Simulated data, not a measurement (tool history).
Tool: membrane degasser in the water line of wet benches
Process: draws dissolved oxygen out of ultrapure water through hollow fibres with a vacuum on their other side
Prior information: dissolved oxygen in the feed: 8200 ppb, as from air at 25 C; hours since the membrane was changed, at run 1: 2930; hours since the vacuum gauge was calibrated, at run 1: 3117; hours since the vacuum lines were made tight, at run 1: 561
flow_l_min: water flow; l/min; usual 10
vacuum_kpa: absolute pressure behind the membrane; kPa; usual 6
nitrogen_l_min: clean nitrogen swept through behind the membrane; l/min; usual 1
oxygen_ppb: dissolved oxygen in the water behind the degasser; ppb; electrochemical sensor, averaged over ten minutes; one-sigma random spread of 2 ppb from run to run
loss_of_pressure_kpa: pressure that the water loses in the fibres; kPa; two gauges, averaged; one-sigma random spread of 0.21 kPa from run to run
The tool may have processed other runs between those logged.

| run | day | flow_l_min | vacuum_kpa | nitrogen_l_min | hours since the membrane was changed | hours since the vacuum gauge was calibrated | hours since the vacuum lines were made tight | oxygen_ppb | loss_of_pressure_kpa |
|---|---|---|---|---|---|---|---|---|---|
| 1 | 0 | 10 | 6 | 1 | 2930 | 3117 | 561 | 219.9 | 51.03 |
| 2 | 1.738 | 13 | 6 | 1 | 2972 | 3159 | 603 | 418.8 | 66.48 |
| 3 | 3.842 | 13 | 6 | 2.05 | 3022 | 3210 | 653 | 382.9 | 66.51 |
| 4 | 6.704 | 13 | 6 | 2.05 | 3091 | 3278 | 722 | 382 | 66.13 |
| 5 | 9.038 | 15 | 6 | 1 | 3147 | 3334 | 778 | 603.9 | 76.79 |
| 6 | 10.429 | 15 | 6 | 1 | 3180 | 3368 | 811 | 590.4 | 76.75 |
| 7 | 12.529 | 12 | 6 | 1 | 3231 | 3418 | 862 | 348.5 | 61.46 |
| 8 | 15.217 | 10 | 6 | 1 | 3295 | 3483 | 926 | 222.9 | 51.39 |
| 9 | 17.962 | 10 | 6 | 1 | 3361 | 3549 | 992 | 220 | 51.3 |
| 10 | 19.725 | 10 | 6 | 1 | 3403 | 3591 | 1034 | 225.6 | 51.22 |
| 11 | 23.075 | 10 | 6 | 1 | 3484 | 3671 | 1115 | 221 | 51.44 |
| 12 | 24.642 | 10 | 6 | 1 | 3521 | 3709 | 1153 | 221.3 | 51.47 |
| 13 | 27.379 | 10 | 6 | 1 | 3587 | 3775 | 1218 | 223.5 | 51.85 |
| 14 | 29.462 | 10 | 3.69 | 0.81 | 3637 | 3825 | 1268 | 171.5 | 51.56 |
| 15 | 31.233 | 10 | 3.69 | 0.81 | 3680 | 3867 | 1311 | 174.2 | 51.7 |
| 16 | 33.246 | 10 | 3.69 | 0.81 | 3728 | 3915 | 1359 | 175.3 | 51.64 |
| 17 | 35.179 | 10 | 6 | 0.84 | 3774 | 3962 | 1405 | 236.9 | 51.53 |

The next listed run, before its measurement:
| 18 | 36.767 | 8 | 8.6 | 1.44 | 3813 | 4000 | 1444 | ? | ? |

{"run 18": {"oxygen_ppb": 142.2, "loss_of_pressure_kpa": 41.43}}
If the tool had no hidden condition, the same run with the same run-to-run variation would have returned oxygen_ppb 128.7 ppb, loss_of_pressure_kpa 40.05 kPa.
